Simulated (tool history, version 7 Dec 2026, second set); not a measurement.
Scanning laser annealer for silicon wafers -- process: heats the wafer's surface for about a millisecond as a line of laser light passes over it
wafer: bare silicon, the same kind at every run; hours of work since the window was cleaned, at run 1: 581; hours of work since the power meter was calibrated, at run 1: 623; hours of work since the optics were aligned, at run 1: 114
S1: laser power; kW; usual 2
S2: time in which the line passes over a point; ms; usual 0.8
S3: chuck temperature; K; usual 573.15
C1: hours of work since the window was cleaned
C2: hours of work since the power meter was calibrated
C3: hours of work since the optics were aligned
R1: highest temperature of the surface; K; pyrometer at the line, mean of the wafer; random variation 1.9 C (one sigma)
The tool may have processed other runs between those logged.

run   hour     S1     S2      S3   C1   C2   C3       R1
  1      0      2    0.8  573.15  581  623  114  1340.15
  2   18.8      2    0.8  573.15  595  636  128  1338.15
  3   37.7      2    0.8  573.15  608  650  141  1334.15
  4   55.1      2    0.8  573.15  621  662  154  1335.15
  5     88      2    0.8  573.15  644  686  177  1335.15
  6  114.2      2    0.8  573.15  663  705  196  1329.15
  7  146.8      2    0.8  573.15  687  728  220  1329.15
     152.8  -- window over the wafer cleaned
  8  180.9      2    0.8  573.15   20  751  243  1303.15
  9  205.5  2.168  0.985  582.15   38  769  260  1464.15
     213.8  -- window over the wafer cleaned, once more
 10  228.7      2  0.664  538.15   11  784  276  1260.15
 11  251.8  2.085    0.6  564.15   27  801  292  1291.15
 12  278.2  1.868  0.608  549.15   46  820  311  1188.15
 13    304  1.868  0.608  549.15   65  838  330  1188.15
 14  329.3  1.813  0.705  573.15   83  856  348  1231.15
 15  355.7  1.756    0.8  578.15  102  876  367  1251.15

Measured minus without-hidden-state, run by run (identical run-to-run variation in each term; gauge scatter may differ):
The tool's hidden condition here consists of: light that passes the window, % of a clean one's; laser's true power over the reading, %; width of the line over the set one, %; drift of the gauge itself on peak_c, C.
run   R1
  1  -47
  2  -48
  3  -49
  4  -50
  5  -52
  6  -53
  7  -55
  8  -80
  9  -99
 10  -18
 11  -19
 12  -18
 13  -20
 14  -22
 15  -24
